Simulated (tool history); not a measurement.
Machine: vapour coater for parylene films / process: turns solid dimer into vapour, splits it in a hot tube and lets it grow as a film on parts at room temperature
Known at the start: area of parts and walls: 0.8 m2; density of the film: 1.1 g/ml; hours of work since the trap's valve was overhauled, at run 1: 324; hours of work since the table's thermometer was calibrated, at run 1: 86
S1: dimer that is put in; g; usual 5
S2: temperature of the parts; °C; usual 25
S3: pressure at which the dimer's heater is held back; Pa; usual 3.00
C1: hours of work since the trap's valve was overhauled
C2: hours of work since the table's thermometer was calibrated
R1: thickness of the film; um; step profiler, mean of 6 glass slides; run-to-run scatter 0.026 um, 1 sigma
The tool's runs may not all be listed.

Run 1, hour 0.0: usual settings; C1 324; C2 86. Result: R1 3.12 um.
Run 2, hour 6.8: usual settings; C1 329; C2 91. Result: R1 3.12 um.
Run 3, hour 18.0: usual settings; C1 336; C2 98. Result: R1 3.11 um.
Run 4, hour 31.0: usual settings; C1 345; C2 107. Result: R1 3.04 um.
Run 5, hour 42.4: usual settings; C1 353; C2 115. Result: R1 3.02 um.
Run 6, hour 51.9: usual settings; C1 360; C2 121. Result: R1 3.05 um.
Run 7, hour 64.5: usual settings; C1 368; C2 130. Result: R1 3.07 um.
Run 8, hour 71.6: usual settings but S2 18 °C, S3 4.64 Pa; C1 373; C2 135. Result: R1 3.60 um.
At hour 76.4: trap's valve overhauled.
Run 9, hour 84.0: usual settings but S1 6 g, S2 31 °C; C1 5; C2 140. Result: R1 2.85 um.
Run 10, hour 97.0: usual settings but S1 6 g, S2 31 °C; C1 14; C2 149. Result: R1 2.83 um.
At hour 106.1: trap's valve overhauled, once more.
Run 11, hour 117.0: usual settings but S3 8.05 Pa; C1 7; C2 160. Result: R1 2.82 um.
Run 12, hour 132.6: usual settings but S1 3 g, S2 29 °C, S3 8.05 Pa; C1 18; C2 171. Result: R1 1.49 um.
Run 13, hour 145.5: usual settings but S1 3 g, S2 29 °C, S3 8.05 Pa; C1 27; C2 179. Result: R1 1.50 um.
Run 14, hour 160.2: usual settings but S1 6 g, S2 24 °C, S3 5.65 Pa; C1 37; C2 190. Result: R1 3.71 um.

What if the next run were any one of these 4? Each begins from the tool's condition after run 14:
Run A, hour 173.4: usual settings but S1 4 g, S2 24 °C, S3 2.44 Pa; C1 46; C2 198. Result: R1 ?.
Run B, hour 173.4: usual settings but S1 2 g, S3 7.03 Pa; C1 46; C2 198. Result: R1 ?.
Run C, hour 173.4: usual settings but S1 8 g, S2 19 °C, S3 7.44 Pa; C1 46; C2 198. Result: R1 ?.
Run D, hour 173.4: usual settings but S1 3 g, S2 28 °C, S3 11.91 Pa; C1 46; C2 198. Result: R1 ?.

run    R1
  A  2.81
  B  1.15
  C  5.52
  D  1.39
Take away the tool's hidden state, keep each run's random variation, and the runs would have read:
run    R1
  A  2.88
  B  1.18
  C  5.66
  D  1.43
